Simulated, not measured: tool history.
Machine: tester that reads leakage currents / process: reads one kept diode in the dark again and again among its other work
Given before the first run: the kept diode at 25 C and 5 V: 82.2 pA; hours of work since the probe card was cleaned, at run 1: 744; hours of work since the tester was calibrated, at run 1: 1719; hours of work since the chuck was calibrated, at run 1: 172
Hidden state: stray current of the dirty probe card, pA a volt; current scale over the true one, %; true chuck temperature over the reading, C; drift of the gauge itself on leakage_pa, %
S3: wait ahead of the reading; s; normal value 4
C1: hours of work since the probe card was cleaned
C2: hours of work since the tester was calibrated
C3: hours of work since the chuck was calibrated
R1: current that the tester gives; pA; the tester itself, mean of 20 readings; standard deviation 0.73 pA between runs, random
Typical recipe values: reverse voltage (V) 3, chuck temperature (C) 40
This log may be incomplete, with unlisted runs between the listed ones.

Run 1, hour 0: usual settings; C1 744; C2 1719; C3 172. Result: R1 236.97 pA.
Run 2, hour 52.9: usual settings; C1 774; C2 1748; C3 201. Result: R1 234.54 pA.
Run 3, hour 111.1: usual settings; C1 806; C2 1780; C3 234. Result: R1 235.38 pA.
Run 4, hour 220.6: usual settings; C1 867; C2 1841; C3 295. Result: R1 231.96 pA.
Run 5, hour 315.5: usual settings but S3 0.59 s; C1 919; C2 1894; C3 347. Result: R1 232.2 pA.
Run 6, hour 412.4: usual settings but S3 0.59 s; C1 973; C2 1948; C3 401. Result: R1 228.79 pA.
Run 7, hour 513: usual settings but chuck temperature (C) 54, S3 0.59 s; C1 1029; C2 2004; C3 457. Result: R1 651.46 pA.
Run 8, hour 614.6: usual settings but reverse voltage (V) 6.79, chuck temperature (C) 54, S3 0.59 s; C1 1086; C2 2060; C3 513. Result: R1 828.97 pA.
Run 9, hour 672.4: usual settings but reverse voltage (V) 6.79, chuck temperature (C) 54, S3 0.59 s; C1 1118; C2 2092; C3 546. Result: R1 826.4 pA.
Run 10, hour 766: usual settings but reverse voltage (V) 6.79, chuck temperature (C) 54, S3 0.59 s; C1 1170; C2 2144; C3 598. Result: R1 824.59 pA.
Run 11, hour 835.9: usual settings but reverse voltage (V) 6.79, chuck temperature (C) 54, S3 0.59 s; C1 1209; C2 2183; C3 636. Result: R1 814.82 pA.
Run 12, hour 942.4: usual settings; C1 1268; C2 2242; C3 696. Result: R1 217.72 pA.
Run 13, hour 1043.2: usual settings; C1 1324; C2 2298; C3 752. Result: R1 218.71 pA.
Run 14, hour 1127.6: usual settings; C1 1371; C2 2345; C3 798. Result: R1 216.16 pA.
Run 15, hour 1198.5: usual settings but reverse voltage (V) 12.17, chuck temperature (C) 36, S3 0.59 s; C1 1410; C2 2385; C3 838. Result: R1 243.82 pA.
Run 16, hour 1262.3: usual settings but reverse voltage (V) 12.17, chuck temperature (C) 39, S3 1.44 s; C1 1445; C2 2420; C3 873. Result: R1 306.25 pA.
Run 17, hour 1317.1: usual settings but reverse voltage (V) 5.49, chuck temperature (C) 45; C1 1476; C2 2450; C3 904. Result: R1 378.17 pA.
Run 18, hour 1420.2: usual settings but reverse voltage (V) 1.17, chuck temperature (C) 42, S3 0.45 s; C1 1533; C2 2508; C3 961. Result: R1 186.66 pA.
Run 19, hour 1511: usual settings but reverse voltage (V) 7.95, S3 0.3 s; C1 1584; C2 2558; C3 1011. Result: R1 287.64 pA.
Run 20, hour 1617.2: usual settings but reverse voltage (V) 7.95, S3 0.3 s; C1 1643; C2 2617; C3 1071. Result: R1 285.04 pA.
Run 21, hour 1675.9: usual settings but reverse voltage (V) 7.52, chuck temperature (C) 43, S3 2.35 s; C1 1675; C2 2650; C3 1103. Result: R1 348.94 pA.
Run 22, hour 1774.3: usual settings but chuck temperature (C) 42; C1 1730; C2 2704; C3 1158. Result: R1 240.76 pA.
At hour 1864.4: chuck's temperature calibrated.
Run 23, hour 1875.9: usual settings but reverse voltage (V) 9.33, chuck temperature (C) 42; C1 1785; C2 2760; C3 6. Result: R1 403.43 pA.
Run 24, hour 1934.3: usual settings but reverse voltage (V) 9.33, chuck temperature (C) 44, S3 3.34 s; C1 1818; C2 2792; C3 39. Result: R1 466.2 pA.
Run 25, hour 2011.2: usual settings but chuck temperature (C) 21, S3 0.75 s; C1 1860; C2 2835; C3 82. Result: R1 50.6 pA.

4 options for the next run, each taken on its own from the tool as it stands now. Forecast them:
Run A, hour 2116.7: usual settings but chuck temperature (C) 21, S3 0.59 s; C1 1919; C2 2894; C3 140. Result: R1 ?.
Run B, hour 2116.7: usual settings but reverse voltage (V) 6.14, S3 5.25 s; C1 1919; C2 2894; C3 140. Result: R1 ?.
Run C, hour 2116.7: usual settings but chuck temperature (C) 41, S3 8.66 s; C1 1919; C2 2894; C3 140. Result: R1 ?.
Run D, hour 2116.7: usual settings but reverse voltage (V) 8.06, chuck temperature (C) 49, S3 0.85 s; C1 1919; C2 2894; C3 140. Result: R1 ?.

run      R1
  A   50.48
  B  298.43
  C  258.07
  D  643.16
With no hidden state in the tool, these same runs would have given:
run      R1
  A   50.55
  B  301.16
  C  260.99
  D  649.75
